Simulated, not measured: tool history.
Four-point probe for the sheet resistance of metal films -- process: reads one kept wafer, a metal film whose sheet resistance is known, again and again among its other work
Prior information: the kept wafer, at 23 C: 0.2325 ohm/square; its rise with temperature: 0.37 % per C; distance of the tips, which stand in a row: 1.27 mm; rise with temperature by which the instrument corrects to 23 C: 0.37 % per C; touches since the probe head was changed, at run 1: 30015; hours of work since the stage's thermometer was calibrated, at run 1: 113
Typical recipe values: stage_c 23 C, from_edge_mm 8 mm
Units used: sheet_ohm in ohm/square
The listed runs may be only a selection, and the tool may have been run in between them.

run	hour	stage_c	from_edge_mm	touches since the probe head was changed	hours of work since the stage's thermometer was calibrated	sheet_ohm
1	0.0	23	8	30015	113	0.235509
2	19.8	23	8	30869	128	0.235494
3	51.5	23	8	32241	152	0.235500
4	73.9	23	17	33208	169	0.233068
5	94.3	23	15	34093	185	0.233265
6	118.8	23	34	35152	204	0.232432
7	134.9	18	11	35847	216	0.234061
8	160.2	23	20	36941	236	0.232836
# hour 163.9: stage's thermometer calibrated
9	179.4	19	22	37752	12	0.232661
10	202.7	19	22	38757	30	0.232683
11	218.8	19	22	39456	42	0.232654
12	249.6	19	22	40785	66	0.232604

A few steps of sheet_ohm between consecutive runs. Split each: what settings, incoming material and random variation would produce without the hidden state, and what is left over for the hidden state, along with gauge scatter present in only one of the two compared results (measured, and without hidden state):
Hidden conditions of the tool in this case: inner tips' distance over the nominal, %; tips' flats over new ones', %; wafer's true temperature over the reading, C; drift of the gauge itself on sheet_ohm, %.
Run 2 -> 3: nothing adjusted, nothing logged. sheet_ohm +0.000006 ohm/square: hidden state -0.000016, all else +0.000022.
Run 3 -> 4: from_edge_mm 8 -> 17. sheet_ohm -0.002432 ohm/square: hidden state -0.000010, all else -0.002422.
